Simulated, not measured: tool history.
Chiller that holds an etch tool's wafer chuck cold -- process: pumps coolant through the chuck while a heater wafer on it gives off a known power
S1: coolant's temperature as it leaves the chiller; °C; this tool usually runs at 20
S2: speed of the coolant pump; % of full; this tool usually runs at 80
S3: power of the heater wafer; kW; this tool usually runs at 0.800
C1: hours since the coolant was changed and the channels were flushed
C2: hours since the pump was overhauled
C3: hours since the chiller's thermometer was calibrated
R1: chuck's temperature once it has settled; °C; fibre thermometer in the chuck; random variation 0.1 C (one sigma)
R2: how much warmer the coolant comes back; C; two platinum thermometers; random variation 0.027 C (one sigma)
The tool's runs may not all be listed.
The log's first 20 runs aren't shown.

Run 21, hour 1183.2: usual settings but S2 72 % of full, S3 0.736 kW; C1 5602; C2 3390; C3 4020. Result: R1 27.9 °C, R2 2.84 C.
Run 22, hour 1237.3: usual settings but S1 22 °C, S2 72 % of full, S3 1.038 kW; C1 5656; C2 3444; C3 4074. Result: R1 33.3 °C, R2 4.06 C.
Run 23, hour 1279.2: usual settings but S1 22 °C, S2 72 % of full, S3 1.038 kW; C1 5698; C2 3486; C3 4116. Result: R1 33.1 °C, R2 4.05 C.
Run 24, hour 1321.7: usual settings but S1 11 °C, S2 77 % of full, S3 0.441 kW; C1 5740; C2 3529; C3 4159. Result: R1 15.7 °C, R2 1.52 C.
Run 25, hour 1395.5: usual settings but S1 21 °C, S2 86 % of full, S3 0.693 kW; C1 5814; C2 3603; C3 4232. Result: R1 27.7 °C, R2 2.25 C.
Run 26, hour 1435.3: usual settings but S1 21 °C, S2 86 % of full, S3 0.693 kW; C1 5854; C2 3642; C3 4272. Result: R1 27.8 °C, R2 2.19 C.
Run 27, hour 1505.2: usual settings but S1 17 °C, S2 95 % of full; C1 5924; C2 3712; C3 4342. Result: R1 24.3 °C, R2 2.35 C.
Run 28, hour 1577.7: usual settings but S1 17 °C, S2 95 % of full; C1 5996; C2 3785; C3 4415. Result: R1 24.5 °C, R2 2.25 C.
Run 29, hour 1628.1: usual settings but S1 25 °C, S2 88 % of full; C1 6047; C2 3835; C3 4465. Result: R1 32.7 °C, R2 2.51 C.
Run 30, hour 1664.6: usual settings but S1 25 °C, S2 88 % of full; C1 6083; C2 3872; C3 4502. Result: R1 32.8 °C, R2 2.47 C.
Run 31, hour 1728.9: usual settings but S1 11 °C; C1 6148; C2 3936; C3 4566. Result: R1 19.2 °C, R2 2.69 C.

Consider 5 possible next runs. They are alternatives, not a sequence: every one starts from the tool as it was left by run 31. What does each give?
Run A, hour 1806.5: usual settings but S1 11 °C, S2 62 % of full; C1 6225; C2 4014; C3 4644. Result: R1 ?, R2 ?.
Run B, hour 1806.5: usual settings but S1 10 °C; C1 6225; C2 4014; C3 4644. Result: R1 ?, R2 ?.
Run C, hour 1806.5: usual settings but S1 11 °C, S2 90 % of full, S3 0.506 kW; C1 6225; C2 4014; C3 4644. Result: R1 ?, R2 ?.
Run D, hour 1806.5: usual settings but S1 11 °C, S2 75 % of full; C1 6225; C2 4014; C3 4644. Result: R1 ?, R2 ?.
Run E, hour 1806.5: usual settings but S2 79 % of full, S3 0.837 kW; C1 6225; C2 4014; C3 4644. Result: R1 ?, R2 ?.

run    R1    R2
  A  20.6  3.55
  B  18.2  2.73
  C  15.8  1.46
  D  19.6  2.91
  E  28.4  2.89
Take away the tool's hidden state, keep each run's random variation, and the runs would have read:
run    R1    R2
  A  20.5  3.71
  B  18.2  2.90
  C  15.8  1.63
  D  19.6  3.07
  E  28.4  3.06
